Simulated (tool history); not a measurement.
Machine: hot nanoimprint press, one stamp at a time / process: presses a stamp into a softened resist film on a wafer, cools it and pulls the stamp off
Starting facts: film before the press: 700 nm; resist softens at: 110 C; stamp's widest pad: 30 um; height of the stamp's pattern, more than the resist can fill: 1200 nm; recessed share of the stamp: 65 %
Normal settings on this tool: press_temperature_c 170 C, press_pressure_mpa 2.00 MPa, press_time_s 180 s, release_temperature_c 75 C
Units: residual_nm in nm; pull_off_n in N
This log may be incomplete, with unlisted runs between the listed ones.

run	hour	press_temperature_c	press_pressure_mpa	press_time_s	release_temperature_c	residual_nm	pull_off_n
1	0.0	170	2.00	180	75	344.3	109
2	11.4	170	2.00	180	75	344.3	113
3	22.5	170	2.00	180	75	344.1	106
4	34.4	170	2.00	180	75	344.2	116
5	47.4	170	2.00	180	75	347.1	111
6	57.7	170	2.00	180	75	343.1	113
7	66.7	170	2.00	346	75	267.4	115
8	75.5	170	2.00	205	75	331.2	118
9	88.5	170	2.65	180	75	304.2	114
10	98.1	173	2.00	180	75	292.4	119
11	109.3	173	2.00	131	75	321.5	122
12	122.1	173	2.00	131	75	325.4	122
# hour 126.8: plate thermocouple calibrated
13	137.6	173	2.00	131	75	327.1	121
14	152.0	170	2.00	180	75	341.6	120
15	164.0	170	2.00	180	75	342.9	129
16	175.8	170	2.77	180	75	293.6	126
# hour 182.4: plate thermocouple calibrated, once more
17	196.9	170	2.77	180	75	299.5	124
18	216.1	176	2.72	180	74	208.0	127
19	235.4	176	2.72	180	74	210.8	127
20	252.7	176	2.72	180	74	213.8	126
21	271.9	167	2.34	119	80	437.7	127
22	282.2	174	2.00	95	76	347.5	127
# hour 291.1: stamp cleaned and given a new release coat
23	296.9	174	2.00	95	76	343.7	104
24	311.4	164	1.87	180	75	480.0	107
25	324.9	176	1.44	180	75	287.6	104
26	340.1	181	2.00	180	75	183.6	101
27	357.3	158	2.00	244	64	559.9	119
28	376.6	170	2.00	227	64	317.4	116
29	385.3	170	2.00	227	64	315.7	120
30	400.0	169	2.18	180	75	352.9	111
31	414.5	158	2.00	180	82	589.0	107

Below are 3 alternative next runs, each starting from the tool's condition after run 31. Predict each:
A	434.7	180	1.42	180	75	?	?
B	434.7	166	2.26	180	75	?	?
C	434.7	158	2.00	180	61	?	?

run	residual_nm	pull_off_n
A	232.2	113
B	406.9	112
C	592.5	123
Without the tool's hidden state the same runs would have given:
run	residual_nm	pull_off_n
A	234.4	104
B	408.6	103
C	595.2	113

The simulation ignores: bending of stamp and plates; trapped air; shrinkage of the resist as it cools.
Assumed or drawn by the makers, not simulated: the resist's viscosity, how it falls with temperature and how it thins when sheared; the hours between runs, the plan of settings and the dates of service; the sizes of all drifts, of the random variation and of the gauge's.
